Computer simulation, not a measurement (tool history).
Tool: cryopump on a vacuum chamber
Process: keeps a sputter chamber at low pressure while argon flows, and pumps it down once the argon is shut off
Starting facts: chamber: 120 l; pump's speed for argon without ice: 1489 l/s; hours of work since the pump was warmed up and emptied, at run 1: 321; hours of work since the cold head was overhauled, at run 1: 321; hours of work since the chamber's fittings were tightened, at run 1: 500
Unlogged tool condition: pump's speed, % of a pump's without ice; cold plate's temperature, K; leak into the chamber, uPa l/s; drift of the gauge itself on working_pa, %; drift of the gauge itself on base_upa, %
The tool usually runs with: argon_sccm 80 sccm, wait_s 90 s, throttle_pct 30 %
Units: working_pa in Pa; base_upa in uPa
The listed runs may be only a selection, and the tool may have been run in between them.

run,hour,argon_sccm,wait_s,throttle_pct,hours of work since the pump was warmed up and emptied,hours of work since the cold head was overhauled,hours of work since the chamber's fittings were tightened,working_pa,base_upa
1,0.0,80,90,30,321,321,500,0.3087,0.67
2,53.2,80,64,30,361,361,540,0.3135,0.81
3,86.5,80,64,30,387,387,565,0.3101,0.78
4,115.5,80,90,30,409,409,587,0.3142,0.72
5,143.8,80,90,30,430,430,609,0.3122,0.76
6,168.4,80,90,30,448,448,627,0.3108,0.74
7,197.5,126,113,21,470,470,649,0.7008,0.70
8,249.8,126,113,21,510,510,689,0.7008,0.73
9,304.4,52,43,40,551,551,730,0.1565,1.09
10,350.7,34,90,26,586,586,765,0.1541,0.82
11,392.9,80,90,20,618,618,797,0.4688,0.82

5 options for the next run, each taken on its own from the tool as it stands now. Forecast them:
A,422.5,80,107,17,640,640,819,?,?
B,422.5,76,90,20,640,640,819,?,?
C,422.5,80,90,16,640,640,819,?,?
D,422.5,105,31,16,640,640,819,?,?
E,422.5,80,90,30,640,640,819,?,?

run,working_pa,base_upa
A,0.5503,0.80
B,0.4450,0.83
C,0.5828,0.83
D,0.7657,1.30
E,0.3174,0.82
Stripped of hidden state, with their random variation kept, the same runs would have yielded:
run,working_pa,base_upa
A,0.5345,0.41
B,0.4300,0.44
C,0.5670,0.45
D,0.7450,0.91
E,0.3017,0.42

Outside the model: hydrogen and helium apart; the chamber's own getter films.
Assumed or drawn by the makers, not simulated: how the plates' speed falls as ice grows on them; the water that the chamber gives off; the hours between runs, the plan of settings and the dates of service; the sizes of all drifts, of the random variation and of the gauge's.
